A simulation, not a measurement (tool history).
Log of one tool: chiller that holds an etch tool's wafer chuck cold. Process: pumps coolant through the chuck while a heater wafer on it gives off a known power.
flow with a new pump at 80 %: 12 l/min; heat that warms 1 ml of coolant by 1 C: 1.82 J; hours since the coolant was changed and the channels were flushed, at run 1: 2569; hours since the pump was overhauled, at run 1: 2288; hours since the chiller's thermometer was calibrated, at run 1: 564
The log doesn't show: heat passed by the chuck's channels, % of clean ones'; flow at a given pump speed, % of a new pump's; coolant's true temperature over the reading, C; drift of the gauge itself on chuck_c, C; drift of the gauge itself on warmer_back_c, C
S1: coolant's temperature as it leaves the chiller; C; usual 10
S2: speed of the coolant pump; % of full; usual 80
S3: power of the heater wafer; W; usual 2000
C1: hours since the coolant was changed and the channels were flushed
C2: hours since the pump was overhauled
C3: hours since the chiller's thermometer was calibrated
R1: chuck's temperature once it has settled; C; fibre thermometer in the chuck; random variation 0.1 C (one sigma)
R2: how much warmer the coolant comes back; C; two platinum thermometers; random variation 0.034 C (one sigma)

run,hour,S1,S2,S3,C1,C2,C3,R1,R2
1,0.0,10,80,2000,2569,2288,564,34.6,6.03
2,76.2,10,80,2000,2645,2364,640,34.6,6.00
3,156.7,10,96,2000,2726,2445,721,32.7,5.03
4,251.1,10,96,2000,2820,2539,815,32.5,5.06
5,315.9,3,80,2000,2885,2604,880,28.0,6.15
6,397.8,12,80,2000,2967,2686,962,37.0,6.07
7,479.5,10,80,2000,3048,2767,1044,35.0,6.10
8,545.0,14,80,2000,3114,2833,1109,39.1,6.15
# hour 628.9: coolant changed, channels flushed
9,638.4,14,80,2000,10,2920,1197,37.4,6.16
10,729.0,14,80,2000,100,3011,1287,37.4,6.20
11,774.3,10,80,2000,145,3056,1333,33.4,6.15
12,818.2,19,66,1640,189,3100,1376,40.2,6.19
13,894.9,0,65,1894,266,3177,1453,24.9,7.23
14,981.2,18,92,2467,352,3263,1539,45.0,6.66
15,1040.2,10,70,1880,411,3322,1598,33.9,6.76
16,1101.1,6,72,1880,472,3383,1659,29.5,6.59
17,1176.3,20,69,2006,547,3458,1735,45.8,7.25
# hour 1188.3: coolant pump overhauled
18,1233.9,16,80,2553,600,46,1787,44.4,7.08
19,1289.2,18,93,2000,655,101,1842,38.3,4.73
20,1360.8,13,73,1734,727,172,1914,33.1,5.35
21,1455.0,13,73,1734,821,267,2008,33.2,5.36
22,1511.8,10,98,2000,878,323,2065,29.9,4.56

Forecast each of these 5 alternatives for the next run:
A,1568.4,13,97,2706,935,380,2122,?,?
B,1568.4,14,88,1853,935,380,2122,?,?
C,1568.4,11,70,1057,935,380,2122,?,?
D,1568.4,8,98,1428,935,380,2122,?,?
E,1568.4,16,89,1014,935,380,2122,?,?

run,R1,R2
A,40.4,6.22
B,33.5,4.73
C,23.5,3.31
D,22.2,3.31
E,26.4,2.56
Without the tool's hidden state the same runs would have given:
run,R1,R2
A,40.1,6.11
B,33.5,4.64
C,23.7,3.25
D,22.3,3.25
E,26.6,2.51

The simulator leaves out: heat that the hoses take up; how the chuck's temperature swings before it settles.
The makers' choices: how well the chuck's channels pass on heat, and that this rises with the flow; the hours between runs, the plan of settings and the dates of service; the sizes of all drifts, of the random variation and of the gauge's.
